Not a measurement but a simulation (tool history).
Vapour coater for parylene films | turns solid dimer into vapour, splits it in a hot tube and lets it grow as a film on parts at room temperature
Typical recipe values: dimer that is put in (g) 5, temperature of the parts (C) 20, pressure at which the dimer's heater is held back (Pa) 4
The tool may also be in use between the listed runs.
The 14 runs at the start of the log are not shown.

| run | day | dimer that is put in (g) | temperature of the parts (C) | pressure at which the dimer's heater is held back (Pa) | hours of work since the trap's valve was overhauled | hours of work since the table's thermometer was calibrated | thickness of the film (µm) |
|---|---|---|---|---|---|---|---|
| 15 | 6.879 | 5 | 20 | 4 | 7 | 143 | 1.76 |
| 16 | 7.483 | 5 | 20 | 4 | 16 | 153 | 1.82 |
| 17 | 7.888 | 8 | 20 | 4 | 22 | 159 | 2.86 |
| 18 | 8.35 | 8 | 12 | 4 | 30 | 166 | 4.15 |
| 19 | 8.633 | 8 | 12 | 4 | 34 | 171 | 4.12 |
| 20 | 9.004 | 8 | 12 | 4 | 40 | 176 | 4.08 |
| 21 | 9.604 | 8 | 12 | 4 | 49 | 186 | 4.12 |
| 22 | 10.158 | 4 | 12 | 5.05 | 58 | 194 | 1.99 |
| 23 | 10.454 | 5 | 20 | 4 | 62 | 199 | 1.75 |
| 24 | 10.892 | 7 | 20 | 5.88 | 69 | 206 | 2.29 |
| 25 | 11.262 | 5 | 14 | 2.69 | 75 | 212 | 2.45 |
|  | 11.342 | table's thermometer calibrated |
| 26 | 11.896 | 5 | 14 | 2.69 | 84 | 9 | 2.4 |
| 27 | 12.425 | 2 | 26 | 5.75 | 93 | 17 | 0.49 |
| 28 | 12.804 | 2 | 29 | 4 | 99 | 23 | 0.47 |
|  | 12.9 | table's thermometer calibrated, once more |
| 29 | 13.146 | 5 | 27 | 4 | 103 | 4 | 1.2 |
| 30 | 13.658 | 5 | 18 | 6.42 | 111 | 12 | 1.73 |
| 31 | 14 | 5 | 18 | 6.42 | 117 | 17 | 1.78 |
| 32 | 14.396 | 5 | 16 | 4.87 | 123 | 23 | 1.96 |
| 33 | 14.758 | 5 | 16 | 4.87 | 129 | 29 | 2.04 |
| 34 | 15.308 | 6 | 23 | 4.61 | 137 | 38 | 1.69 |
| 35 | 15.721 | 6 | 23 | 4.61 | 144 | 44 | 1.73 |
| 36 | 16.242 | 6 | 23 | 4.61 | 152 | 52 | 1.76 |
| 37 | 16.717 | 6 | 23 | 4.61 | 159 | 60 | 1.71 |
| 38 | 17.125 | 3 | 20 | 7.13 | 166 | 66 | 0.91 |
| 39 | 17.746 | 3 | 20 | 7.13 | 175 | 76 | 0.92 |

Here are 4 independent what-if runs from the current tool condition. What would each one return?
| A | 18.271 | 4 | 29 | 2.59 | 184 | 84 | ? |
| B | 18.271 | 8 | 20 | 7.13 | 184 | 84 | ? |
| C | 18.271 | 2 | 15 | 7.15 | 184 | 84 | ? |
| D | 18.271 | 5 | 17 | 4 | 184 | 84 | ? |

| run | thickness of the film (µm) |
|---|---|
| A | 0.91 |
| B | 2.46 |
| C | 0.76 |
| D | 1.97 |
Take away the tool's hidden state, keep each run's random variation, and the runs would have read:
| run | thickness of the film (µm) |
|---|---|
| A | 0.97 |
| B | 2.61 |
| C | 0.81 |
| D | 2.09 |

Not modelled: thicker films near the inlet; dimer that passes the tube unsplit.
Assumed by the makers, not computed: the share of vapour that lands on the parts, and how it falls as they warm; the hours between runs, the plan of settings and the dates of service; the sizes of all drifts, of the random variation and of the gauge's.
